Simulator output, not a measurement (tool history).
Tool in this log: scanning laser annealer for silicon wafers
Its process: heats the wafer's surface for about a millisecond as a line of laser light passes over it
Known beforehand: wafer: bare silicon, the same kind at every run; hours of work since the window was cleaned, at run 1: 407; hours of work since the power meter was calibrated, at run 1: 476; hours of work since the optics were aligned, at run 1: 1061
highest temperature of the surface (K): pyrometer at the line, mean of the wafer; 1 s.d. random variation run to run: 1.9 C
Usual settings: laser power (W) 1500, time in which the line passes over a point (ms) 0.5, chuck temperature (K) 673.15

| run | hour | laser power (W) | time in which the line passes over a point (ms) | chuck temperature (K) | hours of work since the window was cleaned | hours of work since the power meter was calibrated | hours of work since the optics were aligned | highest temperature of the surface (K) |
|---|---|---|---|---|---|---|---|---|
| 1 | 0 | 1500 | 0.5 | 673.15 | 407 | 476 | 1061 | 1435.15 |
| 2 | 8 | 1500 | 0.5 | 673.15 | 413 | 482 | 1067 | 1435.15 |
| 3 | 19.4 | 1500 | 0.5 | 673.15 | 422 | 491 | 1075 | 1437.15 |
| 4 | 28.7 | 1500 | 0.5 | 664.15 | 428 | 497 | 1082 | 1425.15 |
| 5 | 35.5 | 1500 | 0.5 | 664.15 | 433 | 502 | 1087 | 1429.15 |
| 6 | 42.9 | 1500 | 0.5 | 664.15 | 439 | 508 | 1092 | 1428.15 |
| 7 | 55.9 | 1500 | 0.5 | 673.15 | 448 | 517 | 1102 | 1438.15 |
| 8 | 63.6 | 1500 | 0.5 | 673.15 | 454 | 523 | 1108 | 1436.15 |
| 9 | 74.6 | 1500 | 0.5 | 673.15 | 462 | 531 | 1116 | 1436.15 |
| 10 | 85.1 | 1500 | 0.5 | 707.15 | 470 | 539 | 1123 | 1466.15 |
| 11 | 94.6 | 1500 | 0.5 | 707.15 | 477 | 546 | 1130 | 1472.15 |
| 12 | 109.5 | 1500 | 0.5 | 707.15 | 488 | 557 | 1141 | 1462.15 |
| 13 | 119.8 | 1399 | 0.542 | 683.15 | 495 | 564 | 1149 | 1415.15 |
| 14 | 131.9 | 1399 | 0.542 | 683.15 | 504 | 573 | 1158 | 1416.15 |
| 15 | 139.3 | 1399 | 0.542 | 683.15 | 510 | 579 | 1163 | 1415.15 |
|  | 143.4 | laser's power meter calibrated |
| 16 | 155.5 | 1399 | 0.542 | 683.15 | 519 | 9 | 1173 | 1415.15 |
| 17 | 163.6 | 1500 | 0.5 | 686.15 | 525 | 15 | 1179 | 1441.15 |
|  | 171.6 | optics aligned, line set to its width |
| 18 | 181.6 | 1552 | 0.512 | 701.15 | 535 | 24 | 7 | 1506.15 |
| 19 | 197.5 | 1552 | 0.512 | 701.15 | 547 | 36 | 19 | 1506.15 |
| 20 | 209.5 | 1515 | 0.618 | 652.15 | 555 | 45 | 28 | 1510.15 |
| 21 | 220.5 | 1490 | 0.618 | 683.15 | 563 | 53 | 36 | 1530.15 |

Here are 3 independent what-if runs from the current tool condition. What would each one return?
| A | 227.5 | 1456 | 0.38 | 672.15 | 569 | 58 | 41 | ? |
| B | 227.5 | 1298 | 0.399 | 675.15 | 569 | 58 | 41 | ? |
| C | 227.5 | 1302 | 0.618 | 709.15 | 569 | 58 | 41 | ? |

| run | highest temperature of the surface (K) |
|---|---|
| A | 1319.15 |
| B | 1266.15 |
| C | 1440.15 |
Stripped of hidden state, with their random variation kept, the same runs would have yielded:
| run | highest temperature of the surface (K) |
|---|---|
| A | 1356.15 |
| B | 1300.15 |
| C | 1482.15 |

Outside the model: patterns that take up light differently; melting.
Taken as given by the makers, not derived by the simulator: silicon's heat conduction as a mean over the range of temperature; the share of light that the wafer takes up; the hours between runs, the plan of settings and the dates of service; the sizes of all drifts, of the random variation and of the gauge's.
